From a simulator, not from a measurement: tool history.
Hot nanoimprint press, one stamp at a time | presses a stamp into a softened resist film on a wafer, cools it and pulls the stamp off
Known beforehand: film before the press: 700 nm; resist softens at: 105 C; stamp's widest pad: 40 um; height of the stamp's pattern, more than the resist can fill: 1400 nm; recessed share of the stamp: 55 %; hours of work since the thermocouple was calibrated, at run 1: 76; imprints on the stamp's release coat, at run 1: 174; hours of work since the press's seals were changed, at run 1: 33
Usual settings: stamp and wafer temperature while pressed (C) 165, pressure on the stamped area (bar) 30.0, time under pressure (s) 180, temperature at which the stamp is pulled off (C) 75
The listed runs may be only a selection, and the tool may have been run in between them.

run	hour	stamp and wafer temperature while pressed (C)	pressure on the stamped area (bar)	time under pressure (s)	temperature at which the stamp is pulled off (C)	hours of work since the thermocouple was calibrated	imprints on the stamp's release coat	hours of work since the press's seals were changed	resist left under the stamp's widest pad (angstrom)	greatest force while the stamp is pulled off (N)
1	0.0	165	30.0	180	75	76	174	33	4048	100
2	7.4	165	30.0	180	75	80	187	38	4033	101
3	15.4	165	30.0	180	75	85	201	43	4024	104
4	22.7	165	30.0	180	75	89	214	47	4018	97
5	28.1	177	30.0	180	75	92	223	50	2781	101
6	35.8	165	30.0	180	75	97	237	54	4036	98
7	45.4	165	30.0	180	80	103	254	60	4038	91
8	50.1	165	42.5	180	80	105	262	63	3346	90
9	58.3	165	20.9	180	80	110	277	68	4762	91
10	65.7	165	20.9	180	80	114	290	72	4740	92
11	73.2	165	20.9	180	80	119	303	76	4777	87
12	82.6	165	30.0	180	75	124	319	82	4013	100
13	89.1	154	30.0	180	75	128	331	86	5444	99
14	97.1	154	30.0	180	75	133	345	90	5473	101
15	107.2	154	30.0	180	75	139	363	96	5505	98
16	116.0	154	21.4	180	73	144	378	101	5997	102
17	121.5	154	30.0	183	75	147	388	105	5439	100
18	131.8	172	35.6	291	71	153	406	111	2466	106
19	136.4	172	35.6	291	71	156	414	113	2481	109
20	142.1	172	19.9	180	75	159	424	117	3992	98
21	149.4	172	19.9	180	75	163	437	121	4003	101
22	155.4	172	19.9	180	75	167	448	124	3998	103
23	162.4	165	22.2	180	75	171	460	129	4615	98
24	170.8	174	30.0	180	75	176	475	133	2997	99
25	179.6	153	37.8	180	75	181	490	139	5143	99
26	186.9	153	20.3	310	75	185	503	143	5713	100
27	195.0	153	20.3	310	75	190	517	148	5689	101
28	205.0	153	20.3	310	75	196	535	153	5664	100
29	213.6	157	18.7	264	75	201	550	159	5498	99

What if the next run were any one of these 4? Each begins from the tool's condition after run 29:
A	219.3	165	30.0	200	72	204	560	162	?	?
B	219.3	156	28.5	180	75	204	560	162	?	?
C	219.3	167	18.7	264	65	204	560	162	?	?
D	219.3	168	18.7	91	78	204	560	162	?	?

run	resist left under the stamp's widest pad (angstrom)	greatest force while the stamp is pulled off (N)
A	3868	108
B	5223	100
C	4254	114
D	5293	95
Take away the tool's hidden state, keep each run's random variation, and the runs would have read:
run	resist left under the stamp's widest pad (angstrom)	greatest force while the stamp is pulled off (N)
A	3932	107
B	5309	100
C	4324	114
D	5379	95
